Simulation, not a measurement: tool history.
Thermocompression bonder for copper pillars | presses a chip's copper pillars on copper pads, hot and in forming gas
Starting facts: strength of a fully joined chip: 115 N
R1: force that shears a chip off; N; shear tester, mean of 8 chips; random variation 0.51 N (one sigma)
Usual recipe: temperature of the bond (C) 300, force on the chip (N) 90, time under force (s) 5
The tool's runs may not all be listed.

Run 1, hour 0: usual settings. Result: R1 59.6 N.
Run 2, hour 34.4: usual settings but time under force (s) 3. Result: R1 49.8 N.
Run 3, hour 56.3: usual settings but time under force (s) 7. Result: R1 66.3 N.
Run 4, hour 94.3: usual settings but time under force (s) 7. Result: R1 67.3 N.
Run 5, hour 123.7: usual settings but time under force (s) 7. Result: R1 67.6 N.
Run 6, hour 150: usual settings. Result: R1 59.4 N.
Run 7, hour 174: usual settings. Result: R1 60 N.
Run 8, hour 206.6: usual settings. Result: R1 59.7 N.
At hour 216.2: forming gas filter changed.
Run 9, hour 233.7: usual settings. Result: R1 64.7 N.
Run 10, hour 259.5: usual settings but force on the chip (N) 114. Result: R1 73.3 N.
Run 11, hour 291.6: usual settings but force on the chip (N) 76. Result: R1 57.7 N.
Run 12, hour 309.4: usual settings but force on the chip (N) 76. Result: R1 57.9 N.
Run 13, hour 332.1: usual settings but force on the chip (N) 76. Result: R1 58.5 N.
Run 14, hour 358.1: usual settings but force on the chip (N) 76. Result: R1 57.9 N.
Run 15, hour 380.1: usual settings but temperature of the bond (C) 292. Result: R1 60.5 N.
Run 16, hour 411.1: usual settings but time under force (s) 10. Result: R1 79.2 N.
Run 17, hour 438.4: usual settings but temperature of the bond (C) 275. Result: R1 52.3 N.
Run 18, hour 457.8: usual settings but temperature of the bond (C) 275, time under force (s) 3. Result: R1 42.7 N.
Run 19, hour 478.5: usual settings. Result: R1 64.8 N.
Run 20, hour 512: usual settings but temperature of the bond (C) 294, force on the chip (N) 118, time under force (s) 8. Result: R1 83 N.
Run 21, hour 538.1: usual settings but temperature of the bond (C) 294, force on the chip (N) 118, time under force (s) 8. Result: R1 81.8 N.
Run 22, hour 576.8: usual settings but temperature of the bond (C) 294, force on the chip (N) 118, time under force (s) 8. Result: R1 81.9 N.
Run 23, hour 597.6: usual settings but temperature of the bond (C) 294, force on the chip (N) 105, time under force (s) 8. Result: R1 78.3 N.
Run 24, hour 631.2: usual settings but temperature of the bond (C) 294, force on the chip (N) 105, time under force (s) 8. Result: R1 77.6 N.
Run 25, hour 664.3: usual settings but temperature of the bond (C) 272, force on the chip (N) 134, time under force (s) 6. Result: R1 70.5 N.
Run 26, hour 687.5: usual settings but temperature of the bond (C) 290, time under force (s) 6. Result: R1 64.8 N.
Run 27, hour 703.8: usual settings but temperature of the bond (C) 290, time under force (s) 7. Result: R1 67 N.
Run 28, hour 730.6: usual settings but temperature of the bond (C) 314, force on the chip (N) 120, time under force (s) 13. Result: R1 97.1 N.
Run 29, hour 760.1: usual settings but temperature of the bond (C) 289, force on the chip (N) 55, time under force (s) 13. Result: R1 60.3 N.
Run 30, hour 785.7: usual settings but temperature of the bond (C) 297. Result: R1 63.5 N.
Run 31, hour 818.6: usual settings but temperature of the bond (C) 327, time under force (s) 6. Result: R1 81.6 N.
Run 32, hour 837.8: usual settings but force on the chip (N) 130. Result: R1 79.8 N.
Run 33, hour 874.1: usual settings but force on the chip (N) 130. Result: R1 79.6 N.
At hour 891.6: forming gas filter changed.
Run 34, hour 894.5: usual settings but temperature of the bond (C) 292, time under force (s) 6. Result: R1 69.9 N.
Run 35, hour 915.9: usual settings but force on the chip (N) 110, time under force (s) 3. Result: R1 67.1 N.
At hour 950.1: heater calibrated with a thermocouple chip.
Run 36, hour 951.1: usual settings but temperature of the bond (C) 299, force on the chip (N) 65. Result: R1 51.1 N.

What will run 37 give?
Run 37, hour 980.5: usual settings but temperature of the bond (C) 299, force on the chip (N) 65. Result: R1 ?.

Run 37 gave R1 51.2 N.
The same run, on a tool lacking any hidden state, would have yielded R1 48.1 N.
